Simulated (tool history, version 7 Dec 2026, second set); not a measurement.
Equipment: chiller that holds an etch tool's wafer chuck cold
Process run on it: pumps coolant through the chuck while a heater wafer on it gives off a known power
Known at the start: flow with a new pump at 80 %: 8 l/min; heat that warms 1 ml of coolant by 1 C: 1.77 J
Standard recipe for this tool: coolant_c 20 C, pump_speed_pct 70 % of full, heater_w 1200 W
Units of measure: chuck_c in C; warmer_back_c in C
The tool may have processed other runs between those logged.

run	hour	coolant_c	pump_speed_pct	heater_w	chuck_c	warmer_back_c
1	0.0	20	70	1200	31.8	6.45
2	84.6	20	98	1200	29.3	4.47
# hour 200.0: chiller's thermometer calibrated
3	249.1	20	70	934	29.5	5.09
4	437.9	20	70	934	29.4	5.07
5	586.3	20	70	934	29.7	5.14
6	777.8	20	70	1412	34.4	7.72
7	968.2	20	70	1412	34.5	7.72
8	1102.6	20	78	1412	33.3	6.93
9	1213.8	20	63	1412	35.8	8.80
10	1391.8	20	63	906	30.2	5.63
11	1552.0	20	80	839	27.6	4.03
12	1731.3	23	68	867	32.1	4.97
13	1809.6	30	82	955	38.8	4.52
14	1937.1	30	82	1675	45.4	7.91

3 options for the next run, each taken on its own from the tool as it stands now. Forecast them:
A	2110.4	27	68	836	?	?
B	2110.4	11	60	1675	?	?
C	2110.4	11	63	1675	?	?

run	chuck_c	warmer_back_c
A	35.9	4.82
B	31.0	11.08
C	30.3	10.63
The same runs, with their run-to-run variation unchanged, on a tool lacking any hidden condition would have given:
run	chuck_c	warmer_back_c
A	34.9	4.20
B	28.3	9.64
C	27.7	9.26
